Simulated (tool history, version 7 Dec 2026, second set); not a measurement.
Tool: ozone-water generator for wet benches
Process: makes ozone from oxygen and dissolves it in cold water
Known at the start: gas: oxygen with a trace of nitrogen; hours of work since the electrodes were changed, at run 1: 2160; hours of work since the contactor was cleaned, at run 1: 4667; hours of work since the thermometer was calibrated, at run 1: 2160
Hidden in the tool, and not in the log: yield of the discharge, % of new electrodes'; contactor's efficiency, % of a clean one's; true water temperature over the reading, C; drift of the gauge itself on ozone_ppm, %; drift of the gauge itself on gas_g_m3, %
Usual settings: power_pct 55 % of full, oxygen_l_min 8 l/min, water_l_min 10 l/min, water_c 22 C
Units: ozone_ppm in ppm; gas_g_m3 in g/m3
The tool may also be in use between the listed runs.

run	day	power_pct	oxygen_l_min	water_l_min	water_c	hours of work since the electrodes were changed	hours of work since the contactor was cleaned	hours of work since the thermometer was calibrated	ozone_ppm	gas_g_m3
1	0	55	8	10	22	2160	4667	2160	12.8	111.3
# day 1.679: contactor cleaned
2	5.65	55	8	10	22	2274	83	2274	12.4	110.6
3	11.958	55	8.24	10	22	2406	214	2406	12.4	108.8
4	18.4	41	8	10	22	2540	349	2540	10.2	90.8
5	27.196	55	8	10	22	2723	532	2723	12.3	108.5
6	31.408	55	8	10	22	2811	620	2811	12	107.7
7	40.671	55	8	10	22	3004	813	3004	12	108.1
8	47.662	55	4.36	10	22	3150	959	3150	13.1	147.3
# day 54.142: contactor cleaned, once more
9	55.046	54	8	10	22	3301	19	3301	13	105.3
10	64.567	54	8	10	22	3499	217	3499	12.8	104.8
# day 67.179: water thermometer calibrated
11	73.646	55	5.84	10	22	3688	406	135	14	122.3
12	82.921	55	5.84	10	22	3881	600	328	13.8	121.5
13	90.162	55	10.8	10	22	4032	751	479	11.7	89.7
14	97.283	55	10.8	10	22	4181	899	628	11.7	88.3
15	105.933	55	10.8	10	22	4361	1079	808	11.7	87.3
16	114.638	55	9.63	10	22	4543	1261	989	11.9	92.6
17	122.333	55	8	10	14	4703	1421	1150	14.9	101.7
18	129.267	55	11.97	10	22	4848	1566	1294	10.9	80.5
19	134.992	55	8	10	22	4967	1685	1414	12.1	98.8
20	143.883	55	8	10	22	5152	1871	1599	12.2	98.8
21	151.975	55	8	15	22	5321	2039	1768	8.9	98.4
22	161.321	55	8	15	24	5516	2234	1963	8.4	98.3
23	170.146	88	8.64	12	22	5700	2418	2147	13.1	118.9
24	177.771	55	11.08	10	20	5859	2577	2306	11.1	80.5
25	185.188	55	11.08	10	20	6014	2732	2460	10.9	80.6
26	190.908	55	11.08	10	20	6133	2851	2580	10.9	80.2
27	200.575	55	8	10	19	6334	3053	2781	12.1	94.7
28	205.55	45	9.13	10	27	6438	3156	2885	8.6	79.2
29	213.2	45	9.13	10	27	6598	3316	3044	8.6	77.9
30	222.912	45	9.13	10	27	6800	3518	3247	8.5	77.6
31	228.838	45	9.13	10	27	6924	3642	3371	8.3	77.6
32	234.812	45	9.13	10	27	7048	3766	3495	8.4	76.6
# day 238.225: water thermometer calibrated
# day 241.267: electrodes of the discharge changed
33	243.938	45	6.61	10	23	56	3951	114	12.2	111.9

4 ways to go on from here, each from the tool as it stands after run 33. What would each give?
A	250.688	79	10.41	10	23	196	4092	255	?	?
B	250.688	55	12.53	7	22	196	4092	255	?	?
C	250.688	55	8	14	15	196	4092	255	?	?
D	250.688	45	6.3	8	23	196	4092	255	?	?

run	ozone_ppm	gas_g_m3
A	16	131.9
B	14.4	92.1
C	12.6	117.1
D	14.4	114.6
Without the tool's hidden state the same runs would have given:
run	ozone_ppm	gas_g_m3
A	17.4	134.6
B	15.5	93.5
C	13.8	118.9
D	15.4	116
